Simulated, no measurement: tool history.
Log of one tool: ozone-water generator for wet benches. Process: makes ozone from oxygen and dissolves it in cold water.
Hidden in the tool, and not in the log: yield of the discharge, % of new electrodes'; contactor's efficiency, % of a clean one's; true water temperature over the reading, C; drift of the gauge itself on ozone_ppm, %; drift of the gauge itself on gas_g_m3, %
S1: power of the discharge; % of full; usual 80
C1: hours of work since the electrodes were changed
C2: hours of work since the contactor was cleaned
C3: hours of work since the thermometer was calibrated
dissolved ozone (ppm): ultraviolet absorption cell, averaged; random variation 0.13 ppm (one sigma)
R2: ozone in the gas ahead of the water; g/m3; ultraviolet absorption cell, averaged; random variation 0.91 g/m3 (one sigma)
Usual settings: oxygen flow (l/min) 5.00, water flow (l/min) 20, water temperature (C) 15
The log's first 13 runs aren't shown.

Run 14, hour 1170.0: usual settings but S1 72 % of full; C1 2453; C2 1060; C3 1730. Result: dissolved ozone (ppm) 11.4, R2 118.3 g/m3.
Run 15, hour 1247.2: usual settings but S1 72 % of full; C1 2529; C2 1137; C3 1806. Result: dissolved ozone (ppm) 11.3, R2 117.4 g/m3.
Run 16, hour 1356.4: usual settings; C1 2638; C2 1245; C3 1915. Result: dissolved ozone (ppm) 11.9, R2 124.2 g/m3.
Run 17, hour 1462.4: usual settings but water flow (l/min) 14; C1 2743; C2 1350; C3 2020. Result: dissolved ozone (ppm) 15.7, R2 121.9 g/m3.
Run 18, hour 1535.2: usual settings but oxygen flow (l/min) 6.54, water flow (l/min) 27; C1 2815; C2 1422; C3 2092. Result: dissolved ozone (ppm) 9.0, R2 102.6 g/m3.
Run 19, hour 1626.3: usual settings but S1 97 % of full, oxygen flow (l/min) 2.94, water flow (l/min) 13, water temperature (C) 17; C1 2905; C2 1513; C3 2183. Result: dissolved ozone (ppm) 17.6, R2 179.7 g/m3.
Run 20, hour 1674.5: usual settings but S1 42 % of full, oxygen flow (l/min) 8.16, water flow (l/min) 25; C1 2953; C2 1561; C3 2230. Result: dissolved ozone (ppm) 7.0, R2 64.1 g/m3.
Run 21, hour 1765.6: usual settings but S1 42 % of full, oxygen flow (l/min) 8.16, water flow (l/min) 14; C1 3044; C2 1651; C3 2321. Result: dissolved ozone (ppm) 10.3, R2 64.1 g/m3.
Run 22, hour 1824.1: usual settings but S1 42 % of full, oxygen flow (l/min) 8.16, water flow (l/min) 14; C1 3102; C2 1709; C3 2379. Result: dissolved ozone (ppm) 10.0, R2 64.6 g/m3.
Run 23, hour 1888.1: usual settings but S1 96 % of full, water flow (l/min) 30; C1 3165; C2 1773; C3 2442. Result: dissolved ozone (ppm) 8.3, R2 127.2 g/m3.
Run 24, hour 1994.4: usual settings but S1 40 % of full, water flow (l/min) 16; C1 3271; C2 1878; C3 2548. Result: dissolved ozone (ppm) 9.5, R2 81.7 g/m3.
Run 25, hour 2104.3: usual settings but S1 43 % of full, water temperature (C) 17; C1 3380; C2 1987; C3 2657. Result: dissolved ozone (ppm) 7.9, R2 85.6 g/m3.
Run 26, hour 2197.4: usual settings but S1 43 % of full, water temperature (C) 17; C1 3472; C2 2080; C3 2749. Result: dissolved ozone (ppm) 7.8, R2 84.2 g/m3.
At hour 2246.5: water thermometer calibrated.
Run 27, hour 2266.2: usual settings but S1 92 % of full, oxygen flow (l/min) 3.64, water flow (l/min) 27; C1 3540; C2 2147; C3 20. Result: dissolved ozone (ppm) 8.2, R2 144.9 g/m3.
At hour 2285.5: contactor cleaned.
Run 28, hour 2383.9: usual settings but S1 41 % of full; C1 3653; C2 98; C3 132. Result: dissolved ozone (ppm) 8.0, R2 81.1 g/m3.
Run 29, hour 2456.4: usual settings but S1 44 % of full; C1 3725; C2 170; C3 204. Result: dissolved ozone (ppm) 8.2, R2 84.1 g/m3.
Run 30, hour 2528.0: usual settings but S1 44 % of full, water flow (l/min) 15, water temperature (C) 17; C1 3796; C2 241; C3 275. Result: dissolved ozone (ppm) 10.1, R2 83.2 g/m3.
Run 31, hour 2634.9: usual settings but S1 44 % of full, water flow (l/min) 15, water temperature (C) 17; C1 3902; C2 347; C3 381. Result: dissolved ozone (ppm) 10.0, R2 83.0 g/m3.
Run 32, hour 2726.2: usual settings but S1 44 % of full, water flow (l/min) 15, water temperature (C) 17; C1 3992; C2 437; C3 472. Result: dissolved ozone (ppm) 9.8, R2 81.8 g/m3.
Run 33, hour 2773.9: usual settings but S1 95 % of full; C1 4040; C2 485; C3 519. Result: dissolved ozone (ppm) 11.7, R2 117.3 g/m3.

Forecast each of these 3 alternatives for the next run:
Run A, hour 2835.6: usual settings but S1 95 % of full, water flow (l/min) 30, water temperature (C) 9; C1 4101; C2 546; C3 581. Result: dissolved ozone (ppm) ?, R2 ?.
Run B, hour 2835.6: usual settings but S1 97 % of full, oxygen flow (l/min) 2.84, water temperature (C) 20; C1 4101; C2 546; C3 581. Result: dissolved ozone (ppm) ?, R2 ?.
Run C, hour 2835.6: usual settings but S1 54 % of full; C1 4101; C2 546; C3 581. Result: dissolved ozone (ppm) ?, R2 ?.

run  dissolved ozone (ppm)     R2
  A                    8.1  114.8
  B                   10.5  161.4
  C                    8.6   88.3
Without the tool's hidden state the same runs would have given:
run  dissolved ozone (ppm)     R2
  A                   12.1  168.5
  B                   15.6  237.6
  C                   11.5  117.5
